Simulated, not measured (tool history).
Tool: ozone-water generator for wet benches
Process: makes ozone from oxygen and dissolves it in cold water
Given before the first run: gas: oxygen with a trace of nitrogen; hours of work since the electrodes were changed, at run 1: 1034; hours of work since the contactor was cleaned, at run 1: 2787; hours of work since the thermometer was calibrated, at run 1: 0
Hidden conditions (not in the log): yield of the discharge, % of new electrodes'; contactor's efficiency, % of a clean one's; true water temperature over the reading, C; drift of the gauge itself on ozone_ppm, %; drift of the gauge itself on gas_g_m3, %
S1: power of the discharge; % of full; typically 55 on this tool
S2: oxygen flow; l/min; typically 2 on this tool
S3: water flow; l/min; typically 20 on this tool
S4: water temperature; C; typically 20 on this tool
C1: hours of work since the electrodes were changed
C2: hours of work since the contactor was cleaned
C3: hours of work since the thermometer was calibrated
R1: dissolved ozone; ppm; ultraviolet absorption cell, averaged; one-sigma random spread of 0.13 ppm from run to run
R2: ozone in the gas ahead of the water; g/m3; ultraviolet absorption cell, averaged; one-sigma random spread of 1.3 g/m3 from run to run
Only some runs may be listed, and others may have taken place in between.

run 1 day=0 | S1=55 S2=2 S3=20 S4=20 | C1=1034 C2=2787 C3=0 | R1=13.7 R2=235.3
run 2 day=2.479 | S1=55 S2=2 S3=20 S4=25 | C1=1083 C2=2835 C3=48 | R1=13.2 R2=236.1
run 3 day=5.533 | S1=55 S2=2 S3=20 S4=14 | C1=1142 C2=2894 C3=108 | R1=14.2 R2=233.1
run 4 day=9.138 | S1=55 S2=2 S3=20 S4=14 | C1=1212 C2=2964 C3=178 | R1=14.8 R2=234.6
run 5 day=12.321 | S1=55 S2=2 S3=25 S4=14 | C1=1274 C2=3026 C3=240 | R1=11.3 R2=233.3
run 6 day=14.225 | S1=55 S2=2 S3=25 S4=14 | C1=1311 C2=3063 C3=277 | R1=11 R2=234.6
run 7 day=16.596 | S1=55 S2=2 S3=25 S4=14 | C1=1357 C2=3109 C3=323 | R1=11.3 R2=235.5
run 8 day=19.458 | S1=55 S2=2 S3=20 S4=20 | C1=1413 C2=3165 C3=379 | R1=13.6 R2=232.9
run 9 day=23.05 | S1=55 S2=2 S3=20 S4=20 | C1=1483 C2=3235 C3=449 | R1=13.7 R2=233.3
run 10 day=25.958 | S1=55 S2=2 S3=20 S4=18 | C1=1539 C2=3292 C3=505 | R1=14 R2=231.5
run 11 day=27.962 | S1=55 S2=2 S3=20 S4=18 | C1=1579 C2=3331 C3=544 | R1=13.8 R2=232.1
run 12 day=31.221 | S1=55 S2=2 S3=20 S4=20 | C1=1642 C2=3394 C3=608 | R1=13.5 R2=231.9
run 13 day=34.842 | S1=55 S2=2 S3=27 S4=20 | C1=1712 C2=3465 C3=678 | R1=9.8 R2=234.6
run 14 day=38.221 | S1=55 S2=2 S3=27 S4=20 | C1=1778 C2=3530 C3=744 | R1=9.9 R2=233.2
run 15 day=41.692 | S1=55 S2=2 S3=20 S4=20 | C1=1846 C2=3598 C3=811 | R1=13.4 R2=229.3
run 16 day=44.117 | S1=55 S2=2 S3=20 S4=20 | C1=1893 C2=3645 C3=859 | R1=13.7 R2=230.8
run 17 day=46.588 | S1=55 S2=2 S3=20 S4=20 | C1=1941 C2=3693 C3=907 | R1=13.2 R2=230.5
run 18 day=50.083 | S1=90 S2=2 S3=14 S4=20 | C1=2009 C2=3761 C3=975 | R1=23.4 R2=286.8
run 19 day=52.062 | S1=90 S2=1.35 S3=23 S4=26 | C1=2047 C2=3800 C3=1013 | R1=11.5 R2=327.3
run 20 day=54.204 | S1=79 S2=2 S3=20 S4=26 | C1=2089 C2=3841 C3=1055 | R1=15 R2=272.9
run 21 day=57.779 | S1=79 S2=2 S3=20 S4=26 | C1=2159 C2=3911 C3=1124 | R1=14.8 R2=271.3
run 22 day=61.058 | S1=55 S2=2 S3=20 S4=23 | C1=2223 C2=3975 C3=1188 | R1=13.3 R2=228.7
run 23 day=64.571 | S1=55 S2=2 S3=20 S4=23 | C1=2291 C2=4043 C3=1257 | R1=13 R2=228.2
run 24 day=67.567 | S1=91 S2=2 S3=20 S4=23 | C1=2349 C2=4101 C3=1315 | R1=16.2 R2=288.4
run 25 day=70.454 | S1=47 S2=2.58 S3=16 S4=19 | C1=2405 C2=4158 C3=1371 | R1=16.9 R2=193.9
-- day=73.154 contactor cleaned
run 26 day=73.958 | S1=42 S2=2 S3=20 S4=20 | C1=2470 C2=16 C3=1436 | R1=12.1 R2=200.1
run 27 day=76.4 | S1=42 S2=3.24 S3=20 S4=20 | C1=2518 C2=63 C3=1484 | R1=14.6 R2=171.9
run 28 day=78.117 | S1=55 S2=3.24 S3=23 S4=20 | C1=2551 C2=97 C3=1517 | R1=14.4 R2=195.3
run 29 day=80.804 | S1=55 S2=2 S3=14 S4=20 | C1=2604 C2=149 C3=1569 | R1=18.8 R2=223.2

Measured minus without-hidden-state, run by run (identical run-to-run variation in each term; gauge scatter may differ):
run=1 R1=-0.8 R2=-7.6
run=2 R1=-0.8 R2=-7.9
run=3 R1=-1 R2=-8.2
run=4 R1=-1 R2=-8.8
run=5 R1=-0.8 R2=-9.1
run=6 R1=-0.9 R2=-9.4
run=7 R1=-0.8 R2=-9.8
run=8 R1=-1 R2=-10.1
run=9 R1=-1.1 R2=-10.5
run=10 R1=-1.1 R2=-10.8
run=11 R1=-1.1 R2=-11.1
run=12 R1=-1.2 R2=-11.5
run=13 R1=-1 R2=-12.1
run=14 R1=-1 R2=-12.4
run=15 R1=-1.2 R2=-12.8
run=16 R1=-1.3 R2=-13
run=17 R1=-1.3 R2=-13.4
run=18 R1=-2.5 R2=-22.1
run=19 R1=-1.4 R2=-25.6
run=20 R1=-1.7 R2=-20.5
run=21 R1=-1.8 R2=-21.1
run=22 R1=-1.4 R2=-15.2
run=23 R1=-1.4 R2=-15.6
run=24 R1=-2.2 R2=-26
run=25 R1=-1.8 R2=-12.8
run=26 R1=-0.8 R2=-12.5
run=27 R1=-0.9 R2=-11
run=28 R1=-1.2 R2=-14.9
run=29 R1=-1.5 R2=-17.4

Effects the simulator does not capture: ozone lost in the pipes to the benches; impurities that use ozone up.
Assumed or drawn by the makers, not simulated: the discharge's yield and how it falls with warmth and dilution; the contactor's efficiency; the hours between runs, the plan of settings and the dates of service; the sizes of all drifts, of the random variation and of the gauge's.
